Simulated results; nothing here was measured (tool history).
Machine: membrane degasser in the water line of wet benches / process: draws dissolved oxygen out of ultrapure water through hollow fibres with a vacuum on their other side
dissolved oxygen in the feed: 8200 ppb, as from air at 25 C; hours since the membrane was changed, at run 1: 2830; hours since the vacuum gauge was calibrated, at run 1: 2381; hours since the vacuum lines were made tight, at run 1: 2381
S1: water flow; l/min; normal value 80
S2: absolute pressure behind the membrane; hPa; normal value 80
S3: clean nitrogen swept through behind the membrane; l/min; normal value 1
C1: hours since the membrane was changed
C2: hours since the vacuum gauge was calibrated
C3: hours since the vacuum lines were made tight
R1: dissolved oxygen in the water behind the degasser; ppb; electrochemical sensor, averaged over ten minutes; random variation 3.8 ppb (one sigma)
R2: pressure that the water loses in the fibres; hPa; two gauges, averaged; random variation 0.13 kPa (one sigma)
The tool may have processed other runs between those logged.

run      day   S1     S2    S3    C1    C2    C3      R1     R2
  1        0   80     80     1  2830  2381  2381   649.6    615
  2    4.138   80     80     1  2929  2481  2481   656.5    619
  3    7.396   80     80     1  3007  2559  2559   651.8  616.7
  4   11.742   80     80  0.42  3112  2663  2663  1039.6  617.4
  5   17.612   80     80  2.39  3253  2804  2804   357.2  617.4
  6     20.9   80     80  2.39  3332  2883  2883   354.9  618.5
  7   26.729   80   48.1     1  3472  3023  3023   261.6    621
  8   31.429   80   48.1   0.5  3584  3136  3136   385.9  617.7
  9   36.562   80     80     1  3708  3259  3259   667.1  620.4
 10    42.55   80     80     1  3851  3402  3402     658  618.7
 11   47.325   80     80     1  3966  3517  3517   669.1  620.9
 12   53.688   80     80     1  4118  3670  3670   669.5  621.6
 13   57.638   80     80     1  4213  3765  3765   671.8  621.6
 14   62.021   80     80     1  4319  3870  3870     662  624.8
 15    66.25   80     80     1  4420  3971  3971   673.4  621.1
 16   71.679   80     80     1  4550  4102  4102   662.1  621.9
      76.871  -- seals of the vacuum lines changed
 17   77.379   80     80     1  4685  4236    12   672.5  622.7
 18   81.012   80     80     1  4772  4324    99   661.2  623.6
 19   85.525   80     80     1  4881  4432   208     668  623.3
 20   91.104  100     80     1  5014  4566   342   780.7  779.5
 21   94.654  100    181  0.49  5100  4651   427  2798.3  782.7
 22   97.696   97     80     1  5173  4724   500   772.1  757.9
 23  101.258   67   59.4  1.78  5258  4809   585   251.4  523.7
 24  107.183   73     50  2.72  5400  4952   728   143.1    571
 25   112.55   73     50  2.72  5529  5080   856   142.1    572
 26  116.188   84     80  1.57  5617  5168   944   516.2  657.4
 27  121.246   84     80  1.57  5738  5289  1065   527.5  659.7
 28  126.062   84     80  1.57  5853  5405  1181   524.1  659.3
 29  129.238   58     80     1  5930  5481  1257   547.1  453.5
 30  134.192   58     80     1  6049  5600  1376   547.1  456.3
 31  136.742   52  110.4  1.89  6110  5661  1437   470.7  407.6
 32  140.088   93   59.8  2.46  6190  5741  1517   272.7    732

Hidden state or all else? Some run-to-run changes of R1, split into what the settings, what came in and random variation would give without the hidden state, and what is left for the hidden state (with any gauge scatter that isn't in both results):
Hidden state present: membrane still open, %; true pressure behind the membrane over the reading, kPa; air that leaks in behind the membrane, l/min; drift of the gauge itself on oxygen_ppb, %; drift of the gauge itself on loss_of_pressure_kpa, %.
Run 4 -> 5: S3 0.42 -> 2.39. R1 -682.4 ppb: hidden state -27.8, all else -654.6.
Run 20 -> 21: S2 80 -> 181, S3 1 -> 0.49. R1 +2017.6 ppb: hidden state +0.3, all else +2017.3.
Run 21 -> 22: S1 100 -> 97, S2 181 -> 80, S3 0.49 -> 1. R1 -2026.2 ppb: hidden state +0.8, all else -2027.
Run 22 -> 23: S1 97 -> 67, S2 80 -> 59.4, S3 1 -> 1.78. R1 -520.7 ppb: hidden state -28.3, all else -492.4.
Run 30 -> 31: S1 58 -> 52, S2 80 -> 110.4, S3 1 -> 1.89. R1 -76.4 ppb: hidden state -22.7, all else -53.7.
